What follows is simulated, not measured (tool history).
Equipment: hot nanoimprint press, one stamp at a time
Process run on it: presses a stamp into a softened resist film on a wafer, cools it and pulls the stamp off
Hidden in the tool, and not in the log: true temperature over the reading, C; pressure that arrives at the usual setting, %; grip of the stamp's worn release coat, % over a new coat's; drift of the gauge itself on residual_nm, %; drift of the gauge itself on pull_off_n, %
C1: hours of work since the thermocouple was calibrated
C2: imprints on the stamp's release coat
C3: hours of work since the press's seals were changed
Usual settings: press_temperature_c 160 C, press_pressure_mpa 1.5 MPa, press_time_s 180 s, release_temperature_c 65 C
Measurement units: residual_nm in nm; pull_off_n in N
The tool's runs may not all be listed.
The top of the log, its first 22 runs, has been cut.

Run 23, hour 1020.3: usual settings but press_pressure_mpa 2.33 MPa, press_time_s 198 s, release_temperature_c 66 C; C1 552; C2 1167; C3 261. Result: residual_nm 190.1 nm, pull_off_n 166 N.
At hour 1049.4: stamp cleaned and given a new release coat.
Run 24, hour 1054.3: usual settings but press_pressure_mpa 2.33 MPa, press_time_s 198 s, release_temperature_c 64 C; C1 573; C2 17; C3 282. Result: residual_nm 188.1 nm, pull_off_n 138 N.
At hour 1068.5: plate thermocouple calibrated.
Run 25, hour 1100.5: usual settings but press_pressure_mpa 2.33 MPa, press_time_s 198 s, release_temperature_c 64 C; C1 24; C2 160; C3 315. Result: residual_nm 203.3 nm, pull_off_n 142 N.
Run 26, hour 1124.8: usual settings but press_temperature_c 170 C, press_pressure_mpa 2.33 MPa, press_time_s 198 s, release_temperature_c 63 C; C1 43; C2 242; C3 333. Result: residual_nm 138.9 nm, pull_off_n 145 N.
Run 27, hour 1167.1: usual settings but press_temperature_c 148 C, press_pressure_mpa 1.19 MPa, press_time_s 289 s, release_temperature_c 51 C; C1 75; C2 383; C3 365. Result: residual_nm 372 nm, pull_off_n 195 N.
Run 28, hour 1196.9: usual settings but press_temperature_c 164 C, press_pressure_mpa 1.39 MPa, press_time_s 348 s, release_temperature_c 67 C; C1 97; C2 482; C3 388. Result: residual_nm 169.5 nm, pull_off_n 145 N.
Run 29, hour 1245.2: usual settings but press_temperature_c 164 C, press_pressure_mpa 1.45 MPa, press_time_s 348 s, release_temperature_c 67 C; C1 134; C2 642; C3 424. Result: residual_nm 165.2 nm, pull_off_n 144 N.
Run 30, hour 1297.4: usual settings but press_temperature_c 164 C, press_pressure_mpa 1.45 MPa, press_time_s 348 s, release_temperature_c 67 C; C1 173; C2 816; C3 464. Result: residual_nm 165.1 nm, pull_off_n 157 N.
Run 31, hour 1321.9: usual settings but press_pressure_mpa 1.2 MPa, release_temperature_c 52 C; C1 192; C2 898; C3 482. Result: residual_nm 280.2 nm, pull_off_n 212 N.

Forecast each of these 3 alternatives for the next run:
Run A, hour 1358.5: usual settings but press_temperature_c 153 C, press_time_s 94 s, release_temperature_c 57 C; C1 219; C2 1020; C3 510. Result: residual_nm ?, pull_off_n ?.
Run B, hour 1358.5: usual settings but press_pressure_mpa 1.67 MPa, press_time_s 149 s, release_temperature_c 52 C; C1 219; C2 1020; C3 510. Result: residual_nm ?, pull_off_n ?.
Run C, hour 1358.5: usual settings but press_temperature_c 158 C, press_pressure_mpa 2.17 MPa; C1 219; C2 1020; C3 510. Result: residual_nm ?, pull_off_n ?.

run  residual_nm  pull_off_n
  A        418.9         197
  B        261.3         221
  C        231.3         170
Had the tool no hidden state, the same runs would have come out as:
run  residual_nm  pull_off_n
  A        428.7         155
  B        268.3         174
  C        237.4         135

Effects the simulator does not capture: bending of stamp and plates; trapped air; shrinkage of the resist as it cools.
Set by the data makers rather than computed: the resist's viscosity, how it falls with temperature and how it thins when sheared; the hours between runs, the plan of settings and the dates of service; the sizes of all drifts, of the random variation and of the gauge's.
